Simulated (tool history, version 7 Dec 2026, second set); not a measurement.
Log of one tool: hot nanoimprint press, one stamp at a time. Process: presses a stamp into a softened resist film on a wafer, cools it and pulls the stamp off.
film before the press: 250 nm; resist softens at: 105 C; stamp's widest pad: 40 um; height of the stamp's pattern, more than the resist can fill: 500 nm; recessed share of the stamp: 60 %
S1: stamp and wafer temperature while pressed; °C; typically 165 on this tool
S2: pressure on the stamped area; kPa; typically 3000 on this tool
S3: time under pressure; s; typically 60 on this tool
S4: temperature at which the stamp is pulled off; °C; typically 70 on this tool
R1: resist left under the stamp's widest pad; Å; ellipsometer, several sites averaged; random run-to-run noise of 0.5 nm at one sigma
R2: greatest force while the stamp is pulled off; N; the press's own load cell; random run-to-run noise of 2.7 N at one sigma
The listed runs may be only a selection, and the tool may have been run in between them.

run   hour   S1    S2  S3  S4    R1   R2
  1      0  165  3000  60  70  1386  230
  2   33.1  165  3000  60  70  1377  229
  3   72.7  165  3000  60  70  1389  235
  4  108.5  166  3000  60  70  1344  242
  5  126.7  166  3000  60  70  1346  242
  6  166.8  165  3000  60  70  1393  245
  7  206.6  165  3000  60  70  1390  257
  8  228.1  165  3000  60  70  1402  256
  9  263.8  165  3000  60  70  1396  253
 10    287  170  1870  38  71  1695  255
 11  309.9  165  2270  60  58  1593  327
 12  341.4  165  2270  60  58  1590  326
     385.6  -- stamp cleaned and given a new release coat
 13  387.3  171  3000  60  70  1180  213
 14  422.8  172  2650  60  70  1211  224
 15  461.3  172  2650  60  70  1217  225
 16  482.1  172  3240  53  56  1153  283
 17  503.7  160  3000  32  66  1901  240
 18    534  169  3410  32  64  1456  261

Below are 4 alternative next runs, each starting from the tool's condition after run 18. Predict each:
  A  567.2  165  3210  60  57   ?   ?
  B  567.2  169  4600  50  71   ?   ?
  C  567.2  169  3360  32  64   ?   ?
  D  567.2  168  2130  32  64   ?   ?

run    R1   R2
  A  1385  292
  B  1096  232
  C  1466  259
  D  1782  257
The same runs, with their run-to-run variation unchanged, on a tool lacking any hidden condition would have given:
run    R1   R2
  A  1327  267
  B  1040  211
  C  1409  236
  D  1734  234
